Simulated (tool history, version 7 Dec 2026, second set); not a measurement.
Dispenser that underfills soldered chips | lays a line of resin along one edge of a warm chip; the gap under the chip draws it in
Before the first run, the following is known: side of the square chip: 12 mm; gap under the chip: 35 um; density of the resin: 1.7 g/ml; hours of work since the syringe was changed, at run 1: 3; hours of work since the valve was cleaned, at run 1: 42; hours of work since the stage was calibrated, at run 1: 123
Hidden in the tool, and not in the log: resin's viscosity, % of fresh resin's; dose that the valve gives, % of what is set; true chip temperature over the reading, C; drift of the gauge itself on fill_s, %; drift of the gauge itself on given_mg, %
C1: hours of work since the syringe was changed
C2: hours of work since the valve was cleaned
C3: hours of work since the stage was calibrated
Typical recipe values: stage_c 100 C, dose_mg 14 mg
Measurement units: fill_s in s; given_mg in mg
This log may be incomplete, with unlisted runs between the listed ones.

{"run": 1, "hour": 0.0, "stage_c": 100, "dose_mg": 14, "C1": 3, "C2": 42, "C3": 123, "fill_s": 199.5, "given_mg": 13.57}
{"run": 2, "hour": 5.0, "stage_c": 100, "dose_mg": 14, "C1": 6, "C2": 45, "C3": 126, "fill_s": 262.3, "given_mg": 13.59}
{"hour": 9.2, "done": "new syringe of resin"}
{"run": 3, "hour": 9.2, "stage_c": 100, "dose_mg": 14, "C1": 0, "C2": 47, "C3": 128, "fill_s": 156.4, "given_mg": 13.49}
{"run": 4, "hour": 13.9, "stage_c": 100, "dose_mg": 14, "C1": 3, "C2": 50, "C3": 131, "fill_s": 202.7, "given_mg": 13.48}
{"run": 5, "hour": 17.1, "stage_c": 100, "dose_mg": 14.1, "C1": 5, "C2": 52, "C3": 133, "fill_s": 242.5, "given_mg": 13.49}
{"run": 6, "hour": 19.4, "stage_c": 100, "dose_mg": 16.5, "C1": 6, "C2": 54, "C3": 135, "fill_s": 269.5, "given_mg": 15.95}
{"hour": 22.8, "done": "new syringe of resin"}
{"run": 7, "hour": 23.2, "stage_c": 100, "dose_mg": 16.5, "C1": 0, "C2": 56, "C3": 137, "fill_s": 157, "given_mg": 15.86}
{"run": 8, "hour": 28.5, "stage_c": 97, "dose_mg": 15.7, "C1": 4, "C2": 59, "C3": 140, "fill_s": 246.6, "given_mg": 15.06}
{"run": 9, "hour": 32.0, "stage_c": 97, "dose_mg": 15.7, "C1": 6, "C2": 61, "C3": 142, "fill_s": 295.1, "given_mg": 14.98}
{"run": 10, "hour": 34.4, "stage_c": 93, "dose_mg": 15.1, "C1": 7, "C2": 63, "C3": 144, "fill_s": 408.5, "given_mg": 14.39}
{"hour": 36.6, "done": "new syringe of resin"}
{"run": 11, "hour": 39.9, "stage_c": 90, "dose_mg": 15.5, "C1": 2, "C2": 66, "C3": 147, "fill_s": 293.7, "given_mg": 14.79}
{"hour": 44.0, "done": "dispensing valve cleaned and set on the balance"}
{"run": 12, "hour": 46.2, "stage_c": 94, "dose_mg": 13.8, "C1": 5, "C2": 1, "C3": 150, "fill_s": 324.5, "given_mg": 13.8}
{"hour": 51.1, "done": "new syringe of resin"}
{"run": 13, "hour": 51.3, "stage_c": 94, "dose_mg": 13.8, "C1": 0, "C2": 4, "C3": 153, "fill_s": 208.7, "given_mg": 13.72}
{"run": 14, "hour": 53.9, "stage_c": 100, "dose_mg": 13, "C1": 2, "C2": 6, "C3": 155, "fill_s": 187.3, "given_mg": 12.95}

Measured minus without-hidden-state, run by run (identical run-to-run variation in each term; gauge scatter may differ):
run=1 fill_s=+46.7 given_mg=-0.42
run=2 fill_s=+110.5 given_mg=-0.45
run=3 fill_s=+3.7 given_mg=-0.49
run=4 fill_s=+50.1 given_mg=-0.52
run=5 fill_s=+90.1 given_mg=-0.54
run=6 fill_s=+120.2 given_mg=-0.66
run=7 fill_s=+9.2 given_mg=-0.68
run=8 fill_s=+74.1 given_mg=-0.69
run=9 fill_s=+124.5 given_mg=-0.72
run=10 fill_s=+202.4 given_mg=-0.71
run=11 fill_s=+54.9 given_mg=-0.78
run=12 fill_s=+127.1 given_mg=-0.02
run=13 fill_s=+8.7 given_mg=-0.05
run=14 fill_s=+31.8 given_mg=-0.06

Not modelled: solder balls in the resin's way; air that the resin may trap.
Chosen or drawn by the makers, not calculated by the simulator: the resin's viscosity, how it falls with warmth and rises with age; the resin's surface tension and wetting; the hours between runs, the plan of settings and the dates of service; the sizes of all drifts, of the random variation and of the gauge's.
